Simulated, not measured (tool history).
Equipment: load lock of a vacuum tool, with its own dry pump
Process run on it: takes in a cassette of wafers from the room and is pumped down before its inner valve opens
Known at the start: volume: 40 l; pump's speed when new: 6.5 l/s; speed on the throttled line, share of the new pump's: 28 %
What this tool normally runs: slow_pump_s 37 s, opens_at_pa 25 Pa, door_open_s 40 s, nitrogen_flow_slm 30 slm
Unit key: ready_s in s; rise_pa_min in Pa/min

run    hour  slow_pump_s  opens_at_pa  door_open_s  nitrogen_flow_slm  incoming humidity of the room's air, %  ready_s  rise_pa_min
  1       0           37           25           40                 30                                    46.6     79.5        0.069
  2    72.8           37           25           40                 30                                    45.2     79.5        0.067
  3   121.6           37           25           40                 30                                    43.4     77.7        0.069
  4     172           37           25           40                 30                                      45       80         0.07
  5   263.8           37           25           40                 30                                    45.9     79.6        0.068
  6   313.9           37           41           40                 30                                      47       77        0.076
  7   364.6           37           41           40                 30                                    44.3     76.1        0.076
  8   420.2           37           25           40                 30                                    43.1     78.4        0.074
  9   477.3           37           25           40                 26                                    43.4     80.1        0.084
 10   525.5           37           25           40                 26                                    43.5       80        0.086
 11   579.9           37           25           40                 30                                    46.3     79.1        0.084
 12   636.3           37           25           40                 30                                      44     79.1        0.085
 13   698.4           37           22           40                 30                                    44.5     80.7        0.086
 14   749.5           37           25           40                 30                                    47.5       79         0.09
 15   821.7           37           25           68                 30                                    48.3     80.1        0.091
 16   894.6           37           25           40                  4                                    44.8     79.9         0.11
 17   936.7           37           25           40                 30                                    44.8     80.3        0.097
 18   992.1           37           25           41                 30                                    45.4     79.4          0.1
 19  1038.5           24           25           41                 30                                    45.8     69.8        0.096
 20    1119           37           38          126                 30                                      46     76.8        0.112
 21  1158.1           23           42           32                 26                                    47.4     66.5        0.108
 22  1243.4           37           25          110                 30                                    46.9       80        0.121
 23  1288.6           36           35           39                 27                                    44.1     76.2        0.117
 24  1373.9           36           27          119                 27                                      43     78.4        0.121
 25  1440.8           71           27          119                  5                                    45.3    103.7         0.15
 26  1488.2           71           19          178                 24                                    44.8    105.5        0.133
 27  1535.8           71           19          178                 18                                    46.2    105.3        0.143
 28  1606.9           71           19          178                 18                                    43.1    107.5        0.147
 29  1671.2           71           19          178                 18                                    45.9      106         0.15
 30  1727.1           71           23           43                  8                                      44    105.6        0.135
 31  1781.4           71           23           43                  8                                    49.2    104.6        0.142
 32  1841.3           43           39           40                 30                                    45.2     81.2        0.137
 33  1902.3           46           46          132                  5                                    42.4     82.6        0.167
 34  1948.6           63           38          223                 42                                    46.6     95.6        0.154
 35  2028.5           63           38          223                 42                                    45.1     96.3        0.154

Predict the results of run 36:
 36  2113.3           44           29          223                 14                                    44.7        ?            ?

Run 36 measured ready_s 83.9 s, rise_pa_min 0.183 Pa/min.
Take away the tool's hidden state, keep the run-to-run variation as it was, and the same run would have given ready_s 81.5 s, rise_pa_min 0.049 Pa/min.

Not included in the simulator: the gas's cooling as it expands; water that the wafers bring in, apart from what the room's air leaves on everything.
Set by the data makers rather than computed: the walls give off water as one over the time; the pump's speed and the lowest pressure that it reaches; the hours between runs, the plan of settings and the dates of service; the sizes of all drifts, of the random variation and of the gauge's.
